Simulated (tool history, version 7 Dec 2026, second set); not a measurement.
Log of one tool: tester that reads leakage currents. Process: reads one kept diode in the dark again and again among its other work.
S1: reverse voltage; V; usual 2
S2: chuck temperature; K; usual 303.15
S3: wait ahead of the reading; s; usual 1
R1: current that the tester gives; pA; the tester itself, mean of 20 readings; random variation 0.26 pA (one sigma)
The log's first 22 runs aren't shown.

-- day=106.1 probe card cleaned and baked
run 23 day=109.067 | S1=19.65 S2=299.15 S3=0.65 | R1=235.4
run 24 day=115.929 | S1=19.65 S2=299.15 S3=0.65 | R1=238.19
run 25 day=121.158 | S1=1.86 S2=303.15 S3=1 | R1=87.77
run 26 day=124.942 | S1=1.59 S2=295.15 S3=3.96 | R1=45.65
run 27 day=129.729 | S1=1.59 S2=295.15 S3=3.96 | R1=46.46
run 28 day=133.488 | S1=9.46 S2=304.15 S3=1.38 | R1=232.91
run 29 day=138.625 | S1=9.46 S2=304.15 S3=1.38 | R1=234.57
run 30 day=145.446 | S1=2.56 S2=301.15 S3=1 | R1=94.74
-- day=147.008 chuck's temperature calibrated
run 31 day=151.354 | S1=2.56 S2=301.15 S3=1 | R1=85.62
run 32 day=154.638 | S1=6.73 S2=319.15 S3=1.25 | R1=484.68
run 33 day=159.717 | S1=6.73 S2=319.15 S3=1.25 | R1=487.74
run 34 day=163.121 | S1=1.17 S2=303.15 S3=1 | R1=65.4
run 35 day=168.767 | S1=3.25 S2=301.15 S3=2.93 | R1=100.68
run 36 day=175.104 | S1=6.46 S2=301.15 S3=1.83 | R1=148.89
run 37 day=178.433 | S1=6.46 S2=301.15 S3=1.83 | R1=149.28
run 38 day=182.242 | S1=6.46 S2=301.15 S3=1.83 | R1=149.78

5 ways to go on from here, each from the tool as it stands after run 38. What would each give?
run A day=187.446 | S1=6.46 S2=301.15 S3=3.01 | R1=?
run B day=187.446 | S1=18.74 S2=301.15 S3=4.52 | R1=?
run C day=187.446 | S1=1.52 S2=300.15 S3=1 | R1=?
run D day=187.446 | S1=1.52 S2=313.15 S3=7.85 | R1=?
run E day=187.446 | S1=2 S2=303.15 S3=0.47 | R1=?

run=A R1=150.68
run=B R1=270.44
run=C R1=64.46
run=D R1=154.69
run=E R1=92.29
Without the tool's hidden state the same runs would have given:
run=A R1=137.86
run=B R1=246.06
run=C R1=59.18
run=D R1=143.09
run=E R1=84.87
